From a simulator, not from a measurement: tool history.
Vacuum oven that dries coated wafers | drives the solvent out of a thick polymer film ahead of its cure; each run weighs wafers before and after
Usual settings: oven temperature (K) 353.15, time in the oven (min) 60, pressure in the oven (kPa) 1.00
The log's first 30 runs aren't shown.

run 31 hour=279.0 | oven_temperature_(K)=359.15 time_in_the_oven_(min)=31 pressure_in_the_oven_(kPa)=2.42 | solvent_left_in_the_film_(%)=4.89
run 32 hour=288.1 | oven_temperature_(K)=339.15 time_in_the_oven_(min)=31 pressure_in_the_oven_(kPa)=1.37 | solvent_left_in_the_film_(%)=11.10
run 33 hour=296.3 | oven_temperature_(K)=339.15 time_in_the_oven_(min)=51 pressure_in_the_oven_(kPa)=2.40 | solvent_left_in_the_film_(%)=8.86
run 34 hour=302.5 | oven_temperature_(K)=363.15 time_in_the_oven_(min)=51 pressure_in_the_oven_(kPa)=2.17 | solvent_left_in_the_film_(%)=1.66
run 35 hour=311.1 | oven_temperature_(K)=349.15 time_in_the_oven_(min)=82 pressure_in_the_oven_(kPa)=2.17 | solvent_left_in_the_film_(%)=2.96
run 36 hour=317.9 | oven_temperature_(K)=353.15 time_in_the_oven_(min)=60 pressure_in_the_oven_(kPa)=2.73 | solvent_left_in_the_film_(%)=3.44
run 37 hour=326.1 | oven_temperature_(K)=353.15 time_in_the_oven_(min)=60 pressure_in_the_oven_(kPa)=0.55 | solvent_left_in_the_film_(%)=2.51
run 38 hour=333.4 | oven_temperature_(K)=353.15 time_in_the_oven_(min)=60 pressure_in_the_oven_(kPa)=0.55 | solvent_left_in_the_film_(%)=2.46
run 39 hour=341.6 | oven_temperature_(K)=353.15 time_in_the_oven_(min)=47 pressure_in_the_oven_(kPa)=1.00 | solvent_left_in_the_film_(%)=3.91
run 40 hour=354.8 | oven_temperature_(K)=353.15 time_in_the_oven_(min)=60 pressure_in_the_oven_(kPa)=1.05 | solvent_left_in_the_film_(%)=2.75
run 41 hour=360.7 | oven_temperature_(K)=366.15 time_in_the_oven_(min)=53 pressure_in_the_oven_(kPa)=1.15 | solvent_left_in_the_film_(%)=0.97
run 42 hour=367.7 | oven_temperature_(K)=366.15 time_in_the_oven_(min)=53 pressure_in_the_oven_(kPa)=1.15 | solvent_left_in_the_film_(%)=0.91
run 43 hour=381.5 | oven_temperature_(K)=353.15 time_in_the_oven_(min)=55 pressure_in_the_oven_(kPa)=1.00 | solvent_left_in_the_film_(%)=3.08
run 44 hour=387.6 | oven_temperature_(K)=340.15 time_in_the_oven_(min)=55 pressure_in_the_oven_(kPa)=1.33 | solvent_left_in_the_film_(%)=7.43
run 45 hour=395.4 | oven_temperature_(K)=339.15 time_in_the_oven_(min)=60 pressure_in_the_oven_(kPa)=2.06 | solvent_left_in_the_film_(%)=7.70
run 46 hour=406.4 | oven_temperature_(K)=355.15 time_in_the_oven_(min)=60 pressure_in_the_oven_(kPa)=0.86 | solvent_left_in_the_film_(%)=2.18
run 47 hour=412.5 | oven_temperature_(K)=363.15 time_in_the_oven_(min)=60 pressure_in_the_oven_(kPa)=2.15 | solvent_left_in_the_film_(%)=1.34
run 48 hour=423.3 | oven_temperature_(K)=363.15 time_in_the_oven_(min)=31 pressure_in_the_oven_(kPa)=2.15 | solvent_left_in_the_film_(%)=3.56

Forecast each of these 3 alternatives for the next run:
run A hour=429.5 | oven_temperature_(K)=362.15 time_in_the_oven_(min)=64 pressure_in_the_oven_(kPa)=0.58 | solvent_left_in_the_film_(%)=?
run B hour=429.5 | oven_temperature_(K)=353.15 time_in_the_oven_(min)=60 pressure_in_the_oven_(kPa)=0.85 | solvent_left_in_the_film_(%)=?
run C hour=429.5 | oven_temperature_(K)=364.15 time_in_the_oven_(min)=60 pressure_in_the_oven_(kPa)=1.16 | solvent_left_in_the_film_(%)=?

run=A solvent_left_in_the_film_(%)=0.80
run=B solvent_left_in_the_film_(%)=2.66
run=C solvent_left_in_the_film_(%)=0.88
Without the tool's hidden state the same runs would have given:
run=A solvent_left_in_the_film_(%)=0.76
run=B solvent_left_in_the_film_(%)=2.55
run=C solvent_left_in_the_film_(%)=0.83
